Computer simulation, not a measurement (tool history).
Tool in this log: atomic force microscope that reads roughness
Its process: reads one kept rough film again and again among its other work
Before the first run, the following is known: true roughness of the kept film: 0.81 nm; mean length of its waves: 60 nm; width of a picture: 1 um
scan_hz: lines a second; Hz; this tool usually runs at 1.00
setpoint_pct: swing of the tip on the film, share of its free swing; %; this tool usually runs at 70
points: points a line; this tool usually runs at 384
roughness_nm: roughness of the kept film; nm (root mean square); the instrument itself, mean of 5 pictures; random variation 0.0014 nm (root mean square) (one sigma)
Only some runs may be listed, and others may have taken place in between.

run,day,scan_hz,setpoint_pct,points,roughness_nm
1,0.000,1.00,70,384,0.750
2,1.988,1.00,70,384,0.748
3,4.225,0.67,70,384,0.763
# day 4.358: new tip fitted
4,5.708,0.67,70,384,0.768
5,6.842,0.67,70,384,0.768
6,8.133,0.67,70,384,0.765
7,9.996,0.67,70,384,0.765
8,11.650,0.67,70,384,0.766
9,13.412,1.00,70,384,0.749
# day 14.338: new tip fitted
10,15.667,1.00,70,384,0.756
11,17.112,1.00,70,384,0.756
12,18.996,1.00,70,320,0.752
13,20.362,1.00,70,320,0.752
14,21.429,1.00,70,384,0.751
15,23.121,1.00,70,384,0.753
# day 24.408: new tip fitted
16,24.921,1.00,70,384,0.757
17,26.942,1.00,70,384,0.755
18,28.725,1.00,70,384,0.754
# day 28.883: height scale calibrated on a step standard
19,30.050,1.00,86,284,0.703
20,31.208,1.00,86,284,0.698
21,32.550,1.91,70,340,0.714
22,34.225,2.76,59,780,0.737
# day 34.388: new tip fitted
23,35.254,2.01,59,780,0.760
24,36.988,1.04,83,306,0.713
25,39.092,2.61,81,695,0.622
26,40.146,2.61,81,406,0.623
# day 41.788: height scale calibrated on a step standard, once more
27,42.154,2.61,81,406,0.618
28,43.475,2.61,81,406,0.619
# day 44.433: new tip fitted
29,44.604,2.61,64,496,0.721
30,46.825,2.61,64,496,0.719
31,49.138,0.64,64,455,0.778
32,50.750,0.69,71,577,0.767
33,52.788,0.69,62,577,0.776
# day 54.375: new tip fitted
34,54.433,0.69,62,577,0.785

What does the tool deliver on the next run?
35,56.100,0.69,62,577,?

Run 35 produced roughness_nm 0.784 nm (root mean square).
Had the tool carried no hidden state, the very same run would have given roughness_nm 0.783 nm (root mean square).
